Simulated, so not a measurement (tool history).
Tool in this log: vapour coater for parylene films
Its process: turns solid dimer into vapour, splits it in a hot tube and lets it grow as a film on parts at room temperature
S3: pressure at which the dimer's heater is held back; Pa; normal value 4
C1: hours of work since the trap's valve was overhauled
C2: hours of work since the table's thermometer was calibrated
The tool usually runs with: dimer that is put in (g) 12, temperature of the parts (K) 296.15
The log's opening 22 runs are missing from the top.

{"run": 23, "day": 20.842, "dimer that is put in (g)": 19, "temperature of the parts (K)": 301.15, "S3": 3.64, "C1": 214, "C2": 1103, "thickness of the film (nm)": 4920}
{"day": 21.592, "done": "trap's valve overhauled"}
{"run": 24, "day": 22.008, "dimer that is put in (g)": 8, "temperature of the parts (K)": 295.15, "S3": 10.97, "C1": 7, "C2": 1120, "thickness of the film (nm)": 2320}
{"run": 25, "day": 22.758, "dimer that is put in (g)": 14, "temperature of the parts (K)": 295.15, "S3": 10.97, "C1": 20, "C2": 1132, "thickness of the film (nm)": 4050}
{"run": 26, "day": 23.788, "dimer that is put in (g)": 18, "temperature of the parts (K)": 305.15, "S3": 6.54, "C1": 37, "C2": 1150, "thickness of the film (nm)": 3660}
{"run": 27, "day": 25.088, "dimer that is put in (g)": 7, "temperature of the parts (K)": 292.15, "S3": 4, "C1": 59, "C2": 1172, "thickness of the film (nm)": 2790}
{"run": 28, "day": 26.046, "dimer that is put in (g)": 7, "temperature of the parts (K)": 295.15, "S3": 2.06, "C1": 75, "C2": 1188, "thickness of the film (nm)": 2790}
{"run": 29, "day": 26.8, "dimer that is put in (g)": 16, "temperature of the parts (K)": 307.15, "S3": 4, "C1": 88, "C2": 1200, "thickness of the film (nm)": 3250}
{"run": 30, "day": 27.542, "dimer that is put in (g)": 16, "temperature of the parts (K)": 307.15, "S3": 4, "C1": 100, "C2": 1213, "thickness of the film (nm)": 3220}
{"run": 31, "day": 28.275, "dimer that is put in (g)": 16, "temperature of the parts (K)": 307.15, "S3": 4, "C1": 112, "C2": 1225, "thickness of the film (nm)": 3220}
{"run": 32, "day": 28.908, "dimer that is put in (g)": 10, "temperature of the parts (K)": 290.15, "S3": 11.94, "C1": 123, "C2": 1236, "thickness of the film (nm)": 3460}

Forecast run 33:
{"run": 33, "day": 29.721, "dimer that is put in (g)": 8, "temperature of the parts (K)": 296.15, "S3": 6.54, "C1": 137, "C2": 1250, "thickness of the film (nm)": "?"}

Logged for run 33: thickness of the film (nm) 2370.
With no hidden state in the tool, this same run would have given thickness of the film (nm) 2420.
